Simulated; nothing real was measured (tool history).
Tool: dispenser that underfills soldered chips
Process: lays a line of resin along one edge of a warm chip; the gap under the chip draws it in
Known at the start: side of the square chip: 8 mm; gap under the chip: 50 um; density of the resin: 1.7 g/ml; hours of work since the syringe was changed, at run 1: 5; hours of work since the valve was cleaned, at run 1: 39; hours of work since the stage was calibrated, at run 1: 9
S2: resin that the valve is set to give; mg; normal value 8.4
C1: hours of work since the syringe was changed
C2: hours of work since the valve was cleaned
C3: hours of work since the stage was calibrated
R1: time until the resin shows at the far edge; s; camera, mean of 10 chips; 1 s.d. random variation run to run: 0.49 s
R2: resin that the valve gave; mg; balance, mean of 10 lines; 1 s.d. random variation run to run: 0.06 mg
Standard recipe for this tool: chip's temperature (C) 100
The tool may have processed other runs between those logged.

{"run": 1, "hour": 0.0, "chip's temperature (C)": 100, "S2": 8.4, "C1": 5, "C2": 39, "C3": 9, "R1": 61.4, "R2": 8.06}
{"hour": 7.7, "done": "new syringe of resin"}
{"run": 2, "hour": 7.8, "chip's temperature (C)": 100, "S2": 8.4, "C1": 0, "C2": 43, "C3": 14, "R1": 40, "R2": 7.97}
{"run": 3, "hour": 12.6, "chip's temperature (C)": 100, "S2": 8.4, "C1": 3, "C2": 46, "C3": 16, "R1": 52.8, "R2": 7.99}
{"run": 4, "hour": 18.9, "chip's temperature (C)": 100, "S2": 8.4, "C1": 7, "C2": 50, "C3": 20, "R1": 72, "R2": 8.06}
{"run": 5, "hour": 22.3, "chip's temperature (C)": 100, "S2": 9.6, "C1": 9, "C2": 52, "C3": 22, "R1": 86.2, "R2": 9.23}
{"hour": 23.2, "done": "new syringe of resin"}
{"run": 6, "hour": 29.6, "chip's temperature (C)": 100, "S2": 9.77, "C1": 4, "C2": 57, "C3": 27, "R1": 55.3, "R2": 9.28}
{"run": 7, "hour": 33.7, "chip's temperature (C)": 100, "S2": 9.77, "C1": 6, "C2": 59, "C3": 29, "R1": 68.5, "R2": 9.25}
{"hour": 38.5, "done": "new syringe of resin"}
{"run": 8, "hour": 41.0, "chip's temperature (C)": 100, "S2": 9.77, "C1": 1, "C2": 63, "C3": 34, "R1": 43.7, "R2": 9.23}
{"run": 9, "hour": 47.2, "chip's temperature (C)": 100, "S2": 9.77, "C1": 5, "C2": 67, "C3": 37, "R1": 61.9, "R2": 9.09}
{"run": 10, "hour": 53.3, "chip's temperature (C)": 100, "S2": 9.77, "C1": 9, "C2": 71, "C3": 41, "R1": 85.1, "R2": 9.14}
{"hour": 54.1, "done": "new syringe of resin"}
{"run": 11, "hour": 59.3, "chip's temperature (C)": 100, "S2": 9.77, "C1": 3, "C2": 75, "C3": 45, "R1": 51.3, "R2": 9.1}
{"run": 12, "hour": 65.5, "chip's temperature (C)": 100, "S2": 9.77, "C1": 7, "C2": 78, "C3": 48, "R1": 72.2, "R2": 9.13}
{"hour": 69.5, "done": "new syringe of resin"}
{"run": 13, "hour": 69.5, "chip's temperature (C)": 100, "S2": 9.77, "C1": 0, "C2": 81, "C3": 51, "R1": 38.7, "R2": 9.04}
{"run": 14, "hour": 74.8, "chip's temperature (C)": 100, "S2": 9.77, "C1": 3, "C2": 84, "C3": 54, "R1": 52.5, "R2": 9.06}
{"run": 15, "hour": 78.0, "chip's temperature (C)": 100, "S2": 9.77, "C1": 5, "C2": 86, "C3": 56, "R1": 62.3, "R2": 8.86}
{"run": 16, "hour": 81.5, "chip's temperature (C)": 100, "S2": 9.77, "C1": 7, "C2": 88, "C3": 58, "R1": 76.3, "R2": 9.01}
{"hour": 85.1, "done": "new syringe of resin"}
{"run": 17, "hour": 87.2, "chip's temperature (C)": 112, "S2": 9.77, "C1": 1, "C2": 91, "C3": 61, "R1": 31.7, "R2": 9.04}
{"run": 18, "hour": 92.4, "chip's temperature (C)": 100, "S2": 7.52, "C1": 4, "C2": 95, "C3": 65, "R1": 60, "R2": 6.82}
{"run": 19, "hour": 97.3, "chip's temperature (C)": 100, "S2": 7.52, "C1": 8, "C2": 98, "C3": 68, "R1": 80.2, "R2": 6.87}
{"hour": 100.9, "done": "new syringe of resin"}
{"run": 20, "hour": 103.3, "chip's temperature (C)": 97, "S2": 10.74, "C1": 2, "C2": 101, "C3": 71, "R1": 47.9, "R2": 9.73}
{"hour": 106.1, "done": "dispensing valve cleaned and set on the balance"}
{"run": 21, "hour": 110.2, "chip's temperature (C)": 96, "S2": 7.26, "C1": 5, "C2": 3, "C3": 75, "R1": 70.3, "R2": 7.3}
{"run": 22, "hour": 114.5, "chip's temperature (C)": 96, "S2": 10.24, "C1": 8, "C2": 5, "C3": 77, "R1": 85.4, "R2": 10.13}
{"hour": 117.2, "done": "new syringe of resin"}
{"run": 23, "hour": 121.5, "chip's temperature (C)": 111, "S2": 8.4, "C1": 3, "C2": 9, "C3": 82, "R1": 37.3, "R2": 8.31}
{"run": 24, "hour": 128.1, "chip's temperature (C)": 92, "S2": 8.23, "C1": 7, "C2": 13, "C3": 86, "R1": 91.5, "R2": 8.11}
{"hour": 132.8, "done": "new syringe of resin"}
{"run": 25, "hour": 134.6, "chip's temperature (C)": 106, "S2": 9.74, "C1": 1, "C2": 17, "C3": 89, "R1": 36, "R2": 9.62}
{"run": 26, "hour": 138.5, "chip's temperature (C)": 96, "S2": 7.36, "C1": 3, "C2": 20, "C3": 92, "R1": 61.4, "R2": 7.15}
{"run": 27, "hour": 146.1, "chip's temperature (C)": 111, "S2": 8.81, "C1": 8, "C2": 24, "C3": 97, "R1": 59.3, "R2": 8.46}
{"hour": 148.4, "done": "new syringe of resin"}
{"run": 28, "hour": 149.6, "chip's temperature (C)": 98, "S2": 9.7, "C1": 1, "C2": 26, "C3": 98, "R1": 44, "R2": 9.38}
{"run": 29, "hour": 156.5, "chip's temperature (C)": 98, "S2": 9.7, "C1": 5, "C2": 30, "C3": 103, "R1": 63.6, "R2": 9.44}
{"run": 30, "hour": 159.9, "chip's temperature (C)": 108, "S2": 8.78, "C1": 7, "C2": 33, "C3": 105, "R1": 58.1, "R2": 8.53}
{"hour": 164.0, "done": "new syringe of resin"}
{"run": 31, "hour": 164.3, "chip's temperature (C)": 108, "S2": 8.78, "C1": 0, "C2": 35, "C3": 107, "R1": 31.8, "R2": 8.46}
{"run": 32, "hour": 170.2, "chip's temperature (C)": 106, "S2": 8.1, "C1": 4, "C2": 39, "C3": 111, "R1": 47.3, "R2": 7.67}
{"run": 33, "hour": 174.8, "chip's temperature (C)": 94, "S2": 10.64, "C1": 7, "C2": 42, "C3": 114, "R1": 82.7, "R2": 10.16}
{"hour": 179.4, "done": "new syringe of resin"}
{"run": 34, "hour": 181.0, "chip's temperature (C)": 94, "S2": 10.64, "C1": 1, "C2": 45, "C3": 117, "R1": 49.8, "R2": 10.2}
{"run": 35, "hour": 186.6, "chip's temperature (C)": 91, "S2": 8.9, "C1": 4, "C2": 49, "C3": 121, "R1": 75, "R2": 8.54}
{"run": 36, "hour": 193.5, "chip's temperature (C)": 91, "S2": 8.9, "C1": 9, "C2": 53, "C3": 125, "R1": 108.8, "R2": 8.52}

For some of the steps in R1 from one run to the next: how much would appear even if the tool had no hidden state, given the settings, what came in and random variation, and how much remains for the hidden state plus any gauge scatter that the measured result and the result without hidden state don't share?
Hidden state at play: resin's viscosity, % of fresh resin's; dose that the valve gives, % of what is set; true chip temperature over the reading, C; drift of the gauge itself on fill_s, %; drift of the gauge itself on given_mg, %.
Run 10 -> 11: new syringe of resin. R1 -33.8 s: hidden state -34, all else +0.2.
Run 22 -> 23: chip's temperature (C) 96 -> 111, S2 10.24 -> 8.4, new syringe of resin. R1 -48.1 s: hidden state -34.4, all else -13.7.
Run 23 -> 24: chip's temperature (C) 111 -> 92, S2 8.4 -> 8.23. R1 +54.2 s: hidden state +33.9, all else +20.3.
Run 24 -> 25: chip's temperature (C) 92 -> 106, S2 8.23 -> 9.74, new syringe of resin. R1 -55.5 s: hidden state -38.6, all else -16.9.

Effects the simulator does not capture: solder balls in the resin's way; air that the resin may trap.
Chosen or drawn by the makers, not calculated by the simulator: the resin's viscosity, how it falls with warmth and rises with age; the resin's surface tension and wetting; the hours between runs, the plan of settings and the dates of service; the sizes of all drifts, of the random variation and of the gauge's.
